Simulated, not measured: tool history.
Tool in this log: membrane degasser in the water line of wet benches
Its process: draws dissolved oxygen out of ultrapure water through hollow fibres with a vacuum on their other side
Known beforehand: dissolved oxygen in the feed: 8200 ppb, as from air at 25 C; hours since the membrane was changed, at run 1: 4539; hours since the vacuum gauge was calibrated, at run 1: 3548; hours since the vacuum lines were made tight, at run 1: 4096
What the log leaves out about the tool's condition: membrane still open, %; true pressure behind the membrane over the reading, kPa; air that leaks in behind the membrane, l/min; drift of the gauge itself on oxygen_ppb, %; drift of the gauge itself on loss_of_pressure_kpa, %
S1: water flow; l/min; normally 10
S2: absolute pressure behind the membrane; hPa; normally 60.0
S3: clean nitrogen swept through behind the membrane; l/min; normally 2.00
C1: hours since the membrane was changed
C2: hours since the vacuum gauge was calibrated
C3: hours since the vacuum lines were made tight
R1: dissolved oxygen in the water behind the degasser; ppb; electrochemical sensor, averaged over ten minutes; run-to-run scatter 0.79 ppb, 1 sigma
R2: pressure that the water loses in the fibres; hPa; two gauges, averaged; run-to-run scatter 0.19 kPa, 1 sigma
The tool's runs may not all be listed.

run,hour,S1,S2,S3,C1,C2,C3,R1,R2
1,0.0,10,60.0,2.00,4539,3548,4096,81.4,389.3
2,93.6,10,60.0,2.00,4632,3641,4190,80.8,387.9
3,206.1,10,60.0,2.00,4745,3754,4302,81.4,387.2
4,282.9,10,60.0,2.00,4821,3831,4379,79.7,388.8
5,341.1,10,60.0,2.00,4880,3889,4437,81.7,391.1
6,455.7,10,81.4,2.00,4994,4004,4552,110.0,389.6
7,503.6,10,81.4,2.00,5042,4051,4600,109.6,383.0
8,552.4,10,81.4,2.00,5091,4100,4649,107.4,392.7
9,622.7,10,81.4,2.00,5161,4171,4719,111.2,389.5
10,696.7,10,81.4,2.00,5235,4245,4793,109.6,391.2
11,785.9,10,62.5,2.00,5324,4334,4882,87.5,394.7
12,874.5,10,62.5,1.89,5413,4422,4971,88.4,392.3
# hour 937.9: vacuum gauge calibrated
13,938.5,10,60.0,2.00,5477,1,5034,85.0,395.9
14,1050.8,10,60.0,2.00,5589,113,5146,84.4,391.1
15,1167.0,10,60.0,2.00,5705,229,5263,83.2,392.7
16,1269.1,10,60.0,2.00,5807,331,5365,86.6,392.4
17,1358.9,11,60.0,4.90,5897,421,5455,83.8,430.2
18,1445.8,10,60.0,1.89,5984,508,5541,89.7,394.1
# hour 1469.4: vacuum gauge calibrated, once more
19,1524.1,6,106.5,5.58,6062,55,5619,27.1,235.5
20,1590.4,6,106.5,1.92,6128,121,5686,65.5,236.0
21,1645.3,13,39.0,2.00,6183,176,5740,123.2,513.9
22,1711.0,13,125.2,2.46,6249,242,5806,235.0,509.0
23,1795.3,9,98.4,0.87,6333,326,5891,197.8,358.8
24,1855.1,9,43.3,1.49,6393,386,5950,50.9,354.9
25,1923.4,9,43.3,1.49,6461,454,6019,48.9,356.4
26,1993.6,7,43.3,4.29,6531,524,6089,16.5,278.8
27,2092.8,11,54.6,2.83,6630,623,6188,90.5,433.6
28,2157.5,11,54.6,2.83,6695,688,6253,92.4,434.9
29,2248.9,11,54.6,2.83,6786,779,6344,90.4,433.5
30,2366.1,6,54.6,1.94,6904,897,6461,24.3,237.9
31,2468.3,7,95.9,3.34,7006,999,6564,48.0,277.0
32,2571.4,7,95.9,3.34,7109,1102,6667,47.6,278.8

What differs in the tool's unlogged condition from the final listed run ahead of each entry between runs to the first listed run following it?
Between runs 12 and 13: vacuum gauge calibrated (hour 937.9)
  true pressure behind the membrane over the reading, kPa: 0.15 -> 0.23; air that leaks in behind the membrane, l/min: 0.0115 -> 0.0116
  measured less the result without the state, R1: +11.1 -> +11.9 ppb; R2: +14.0 -> +14.2 hPa
Between runs 18 and 19: vacuum gauge calibrated, once more (hour 1469.4)
  true pressure behind the membrane over the reading, kPa: 0.24 -> 0; air that leaks in behind the membrane, l/min: 0.0126 -> 0.0128
  measured less the result without the state, R1: +13.4 -> +2.5 ppb; R2: +15.6 -> +9.5 hPa
